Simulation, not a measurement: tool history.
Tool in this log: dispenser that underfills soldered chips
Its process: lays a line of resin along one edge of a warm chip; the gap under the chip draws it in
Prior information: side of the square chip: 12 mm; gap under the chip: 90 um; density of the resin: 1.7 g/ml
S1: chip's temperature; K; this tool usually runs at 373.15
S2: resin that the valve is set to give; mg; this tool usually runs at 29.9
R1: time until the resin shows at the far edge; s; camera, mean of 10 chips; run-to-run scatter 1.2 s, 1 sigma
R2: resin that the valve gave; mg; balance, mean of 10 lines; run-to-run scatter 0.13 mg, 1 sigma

run	hour	S1	S2	R1	R2
1	0	373.15	29.9	141.5	29.58
# hour 7.5: new syringe of resin
2	9	373.15	29.9	131	29.53
3	14.3	373.15	28.6	166.7	27.85
# hour 18.5: new syringe of resin
4	23.6	358.15	29.9	295.2	29.22
# hour 29.6: new syringe of resin
5	35.7	373.15	29.9	155.2	28.96
# hour 40.7: new syringe of resin
6	46.3	373.15	29.9	155.5	28.68
# hour 51.7: new syringe of resin
7	54.1	373.15	33.6	129.1	32.32
8	61.5	373.15	33.6	177.8	32.04
# hour 62.7: new syringe of resin
9	70	376.15	33.6	141.1	31.96
# hour 74: new syringe of resin
10	81.8	383.15	33.6	105.7	31.89
# hour 85.3: new syringe of resin
11	87.9	374.15	34.8	126.8	32.78
# hour 96.8: new syringe of resin
12	100.5	368.15	34.8	174.3	32.85
# hour 104.5: dispensing valve cleaned and set on the balance
# hour 109: new syringe of resin
13	113.2	370.15	37.8	163.4	37.76
# hour 120.1: new syringe of resin
14	122.7	376.15	27.7	122.8	27.52
# hour 131.1: new syringe of resin
15	134.4	363.15	27.5	225.1	27.03
16	139.6	380.15	35.5	123.2	34.82
# hour 142.4: new syringe of resin
17	152.1	376.15	37.5	157	36.39
# hour 153.2: new syringe of resin
# hour 164: new syringe of resin
18	164.4	382.15	28.9	84.6	28.28
19	170.6	382.15	28.9	113.1	27.93

Below are 3 alternative next runs, each starting from the tool's condition after run 19. Predict each:
# hour 175.5: new syringe of resin
A	181.7	369.15	37.6	?	?
# hour 175.5: new syringe of resin
B	181.7	372.15	28.9	?	?
# hour 175.5: new syringe of resin
C	181.7	359.15	36	?	?

run	R1	R2
A	183.6	36.23
B	171.5	27.88
C	288.9	34.49
What these runs would have given with no unlogged condition in the tool:
run	R1	R2
A	128.6	37.68
B	119.3	28.99
C	201.2	35.87
